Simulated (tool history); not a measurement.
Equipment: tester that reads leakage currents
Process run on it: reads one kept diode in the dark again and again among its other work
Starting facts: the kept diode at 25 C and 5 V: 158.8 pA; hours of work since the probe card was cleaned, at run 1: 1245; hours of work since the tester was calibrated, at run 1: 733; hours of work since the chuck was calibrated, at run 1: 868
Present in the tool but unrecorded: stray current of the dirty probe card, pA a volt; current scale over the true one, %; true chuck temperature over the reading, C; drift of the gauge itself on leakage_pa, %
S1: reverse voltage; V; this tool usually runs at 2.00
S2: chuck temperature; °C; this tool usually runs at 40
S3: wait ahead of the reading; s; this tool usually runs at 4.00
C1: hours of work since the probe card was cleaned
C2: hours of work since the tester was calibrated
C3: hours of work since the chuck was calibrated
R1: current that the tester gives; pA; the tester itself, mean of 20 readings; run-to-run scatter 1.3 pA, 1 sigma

run    hour     S1  S2    S3    C1    C2    C3       R1
  1     0.0   2.00  40  4.00  1245   733   868   429.72
  2    44.9   2.00  23  4.00  1280   768   903    93.37
  3   114.0   2.00  23  4.00  1334   822   957    93.52
  4   157.2   2.00  23  0.79  1368   856   991    93.99
  5   207.4   2.00  23  0.79  1407   895  1031    93.74
  6   262.9   2.00  40  0.94  1451   939  1074   430.15
  7   307.6   2.00  40  4.00  1486   974  1109   428.99
  8   345.1   2.00  40  4.00  1515  1003  1139   430.01
  9   415.6   2.00  40  4.00  1571  1059  1194   430.23
 10   476.0   2.00  40  4.00  1618  1106  1241   427.41
 11   512.1   2.00  40  1.44  1646  1134  1270   428.22
 12   585.2   2.00  40  1.44  1704  1192  1327   428.83
      605.4  -- probe card cleaned and baked
 13   658.1   2.00  40  4.00    41  1247  1382   427.81
 14   707.9   2.00  40  4.00    80  1286  1421   429.74
 15   744.0   2.00  40  4.00   109  1314  1449   429.54
 16   785.9   6.29  40  4.00   142  1347  1482   660.99
 17   854.5   6.29  40  4.00   195  1401  1536   658.55
 18   891.4   2.00  40  4.00   224  1430  1565   428.75
 19   933.7   8.47  22  4.00   258  1463  1598   146.24
 20   988.4   8.47  22  4.00   300  1506  1641   145.45
 21  1032.7   2.30  22  0.62   335  1540  1675    90.15
 22  1098.0   2.30  22  0.62   386  1592  1727    90.72
 23  1169.5   8.76  22  2.88   442  1648  1783   148.60
 24  1234.9   1.57  55  1.06   494  1699  1834  1321.69
 25  1289.5   2.00  46  2.47   537  1742  1877   707.22
 26  1351.5   2.25  45  4.00   585  1790  1926   680.50
 27  1392.6   2.25  45  4.00   617  1823  1958   682.14
 28  1464.4   2.25  45  4.00   674  1879  2014   680.98
 29  1507.5   1.03  36  0.86   708  1913  2048   238.35
 30  1559.8   2.00  53  7.78   749  1954  2089  1237.22
     1571.5  -- chuck's temperature calibrated
 31  1625.0   2.00  40  6.01   798  2003    42   429.62
 32  1697.8   2.00  36  4.00   855  2060    99   305.76
 33  1758.1   2.00  58  0.87   903  2108   146  1823.00
 34  1806.1  15.76  38  6.98   940  2145   184   787.33
 35  1847.8  15.76  38  6.98   973  2178   217   784.02
 36  1892.7  15.76  38  6.98  1008  2213   252   786.59

Same runs, no hidden state in the tool, same run-to-run variation:
run       R1
  1   430.13
  2    93.46
  3    93.62
  4    94.10
  5    93.85
  6   430.66
  7   429.52
  8   430.56
  9   430.81
 10   428.00
 11   428.83
 12   429.47
 13   428.49
 14   430.45
 15   430.27
 16   662.13
 17   659.72
 18   429.54
 19   146.54
 20   145.74
 21    90.34
 22    90.92
 23   148.92
 24  1324.27
 25   708.72
 26   681.99
 27   683.66
 28   682.54
 29   238.94
 30  1240.02
 31   429.50
 32   305.69
 33  1822.73
 34   787.15
 35   783.87
 36   786.47

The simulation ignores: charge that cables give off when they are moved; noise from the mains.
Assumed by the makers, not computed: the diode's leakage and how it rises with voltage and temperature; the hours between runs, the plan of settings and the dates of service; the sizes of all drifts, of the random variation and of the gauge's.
